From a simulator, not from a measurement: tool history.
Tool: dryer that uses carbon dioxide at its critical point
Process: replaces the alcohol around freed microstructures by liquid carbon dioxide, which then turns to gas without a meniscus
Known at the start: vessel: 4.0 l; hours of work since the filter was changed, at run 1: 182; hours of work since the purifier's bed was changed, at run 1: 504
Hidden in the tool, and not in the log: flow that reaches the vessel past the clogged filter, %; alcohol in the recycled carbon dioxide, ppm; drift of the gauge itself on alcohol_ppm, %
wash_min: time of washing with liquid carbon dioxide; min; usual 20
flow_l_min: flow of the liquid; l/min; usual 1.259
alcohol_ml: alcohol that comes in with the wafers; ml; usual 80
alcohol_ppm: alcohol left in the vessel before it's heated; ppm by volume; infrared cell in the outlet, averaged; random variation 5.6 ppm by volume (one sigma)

run	hour	wash_min	flow_l_min	alcohol_ml	hours of work since the filter was changed	hours of work since the purifier's bed was changed	alcohol_ppm
1	0.0	20	1.259	80	182	504	319
2	66.9	20	1.259	80	228	550	344
3	129.2	20	1.259	80	271	593	360
# hour 178.3: inlet filter changed
4	178.3	20	1.259	64	0	626	282
5	208.8	20	1.259	80	21	647	315
6	275.9	13	1.259	80	67	693	1106
7	325.9	13	1.259	80	101	727	1153
8	373.6	13	1.259	80	134	760	1176
9	432.8	13	1.259	80	175	800	1232
10	482.7	13	1.259	80	209	835	1250

Run 11 comes next. What will it give?
11	513.2	13	1.259	80	230	856	?

{"run 11": {"alcohol_ppm": 1289}}
Without the tool's hidden state the same run would have given alcohol_ppm 907 ppm by volume.
